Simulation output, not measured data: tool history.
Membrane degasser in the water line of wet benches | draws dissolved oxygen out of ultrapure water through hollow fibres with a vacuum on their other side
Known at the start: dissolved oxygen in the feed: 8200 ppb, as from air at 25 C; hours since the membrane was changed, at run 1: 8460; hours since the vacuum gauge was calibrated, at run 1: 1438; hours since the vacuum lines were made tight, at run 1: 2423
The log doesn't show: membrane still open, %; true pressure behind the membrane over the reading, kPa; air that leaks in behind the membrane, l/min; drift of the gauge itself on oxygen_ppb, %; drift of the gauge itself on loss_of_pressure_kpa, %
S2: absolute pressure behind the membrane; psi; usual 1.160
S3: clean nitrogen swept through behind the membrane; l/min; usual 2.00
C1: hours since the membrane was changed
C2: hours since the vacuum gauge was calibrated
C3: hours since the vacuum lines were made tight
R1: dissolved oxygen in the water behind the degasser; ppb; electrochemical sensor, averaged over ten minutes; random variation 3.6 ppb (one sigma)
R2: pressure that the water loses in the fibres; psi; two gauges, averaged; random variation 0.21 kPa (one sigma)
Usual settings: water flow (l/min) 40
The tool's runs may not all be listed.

run 1 hour=0.0 | water_flow_(l/min)=40 S2=1.160 S3=2.00 | C1=8460 C2=1438 C3=2423 | R1=404.0 R2=7.680
run 2 hour=151.5 | water_flow_(l/min)=40 S2=1.359 S3=2.00 | C1=8612 C2=1589 C3=2575 | R1=448.8 R2=7.703
run 3 hour=383.5 | water_flow_(l/min)=40 S2=1.561 S3=2.00 | C1=8844 C2=1822 C3=2807 | R1=508.6 R2=7.725
run 4 hour=562.0 | water_flow_(l/min)=40 S2=1.561 S3=2.00 | C1=9022 C2=2000 C3=2985 | R1=518.4 R2=7.775
run 5 hour=822.3 | water_flow_(l/min)=40 S2=1.561 S3=2.00 | C1=9282 C2=2260 C3=3245 | R1=512.3 R2=7.791
run 6 hour=1005.2 | water_flow_(l/min)=40 S2=1.160 S3=2.00 | C1=9465 C2=2443 C3=3428 | R1=409.6 R2=7.751
run 7 hour=1151.7 | water_flow_(l/min)=35 S2=1.160 S3=2.00 | C1=9612 C2=2590 C3=3575 | R1=341.6 R2=6.772
run 8 hour=1338.6 | water_flow_(l/min)=35 S2=1.160 S3=2.00 | C1=9799 C2=2777 C3=3762 | R1=334.5 R2=6.812
run 9 hour=1622.4 | water_flow_(l/min)=35 S2=1.160 S3=2.00 | C1=10083 C2=3060 C3=4046 | R1=339.1 R2=6.788
run 10 hour=1818.2 | water_flow_(l/min)=35 S2=1.160 S3=5.27 | C1=10278 C2=3256 C3=4241 | R1=232.3 R2=6.789
run 11 hour=2083.6 | water_flow_(l/min)=35 S2=1.160 S3=5.27 | C1=10544 C2=3522 C3=4507 | R1=236.3 R2=6.805
run 12 hour=2336.7 | water_flow_(l/min)=40 S2=1.160 S3=2.00 | C1=10797 C2=3775 C3=4760 | R1=419.7 R2=7.778
run 13 hour=2610.3 | water_flow_(l/min)=40 S2=1.160 S3=2.00 | C1=11070 C2=4048 C3=5034 | R1=422.6 R2=7.813
run 14 hour=2812.2 | water_flow_(l/min)=25 S2=1.160 S3=2.00 | C1=11272 C2=4250 C3=5235 | R1=206.4 R2=4.912
run 15 hour=3027.8 | water_flow_(l/min)=25 S2=1.160 S3=2.00 | C1=11488 C2=4466 C3=5451 | R1=211.4 R2=4.886
run 16 hour=3299.8 | water_flow_(l/min)=25 S2=1.160 S3=2.00 | C1=11760 C2=4738 C3=5723 | R1=212.0 R2=4.940
run 17 hour=3569.4 | water_flow_(l/min)=25 S2=1.160 S3=2.00 | C1=12030 C2=5007 C3=5993 | R1=210.8 R2=4.975
run 18 hour=3713.0 | water_flow_(l/min)=25 S2=1.717 S3=2.49 | C1=12173 C2=5151 C3=6136 | R1=278.1 R2=4.915
run 19 hour=3964.4 | water_flow_(l/min)=53 S2=0.772 S3=2.51 | C1=12425 C2=5402 C3=6388 | R1=470.6 R2=10.547
run 20 hour=4227.1 | water_flow_(l/min)=40 S2=0.996 S3=2.00 | C1=12687 C2=5665 C3=6650 | R1=385.5 R2=7.979
-- hour=4357.1 vacuum gauge calibrated
run 21 hour=4382.2 | water_flow_(l/min)=40 S2=0.996 S3=1.55 | C1=12842 C2=25 C3=6805 | R1=413.0 R2=7.954
run 22 hour=4624.9 | water_flow_(l/min)=40 S2=1.160 S3=3.01 | C1=13085 C2=268 C3=7048 | R1=368.6 R2=7.941
run 23 hour=4759.2 | water_flow_(l/min)=40 S2=0.779 S3=2.00 | C1=13219 C2=402 C3=7182 | R1=323.8 R2=7.929
run 24 hour=4991.3 | water_flow_(l/min)=52 S2=2.666 S3=2.00 | C1=13451 C2=634 C3=7414 | R1=1112.3 R2=10.398
-- hour=5075.6 seals of the vacuum lines changed
run 25 hour=5149.0 | water_flow_(l/min)=58 S2=1.291 S3=1.22 | C1=13607 C2=790 C3=73 | R1=894.2 R2=11.625
run 26 hour=5306.7 | water_flow_(l/min)=40 S2=0.776 S3=3.47 | C1=13764 C2=948 C3=231 | R1=283.0 R2=7.976
run 27 hour=5553.4 | water_flow_(l/min)=40 S2=1.273 S3=2.00 | C1=14011 C2=1194 C3=478 | R1=460.8 R2=8.013
run 28 hour=5740.3 | water_flow_(l/min)=39 S2=1.160 S3=1.60 | C1=14198 C2=1381 C3=665 | R1=467.5 R2=7.839
run 29 hour=5889.4 | water_flow_(l/min)=29 S2=1.558 S3=3.69 | C1=14347 C2=1530 C3=814 | R1=254.3 R2=5.820
run 30 hour=6077.4 | water_flow_(l/min)=29 S2=1.558 S3=3.69 | C1=14535 C2=1718 C3=1002 | R1=258.1 R2=5.822
run 31 hour=6265.2 | water_flow_(l/min)=37 S2=0.825 S3=1.85 | C1=14723 C2=1906 C3=1190 | R1=314.2 R2=7.443

How the hidden state differs across the entries between the runs, from the last listed run before each to the first after it:
Between runs 20 and 21: vacuum gauge calibrated (hour 4357.1)
  membrane still open, %: 91 -> 90.9; true pressure behind the membrane over the reading, kPa: 0.02 -> -0.02; air that leaks in behind the membrane, l/min: 0.0112 -> 0.0114
  measured less the result without the state, R1: +67.4 -> +64.3 ppb; R2: +0.714 -> +0.716 psi
Between runs 24 and 25: seals of the vacuum lines changed (hour 5075.6)
  membrane still open, %: 90.5 -> 90.4; air that leaks in behind the membrane, l/min: 0.0121 -> 0.0022
  measured less the result without the state, R1: +89.9 -> +106.2 ppb; R2: +0.985 -> +1.112 psi
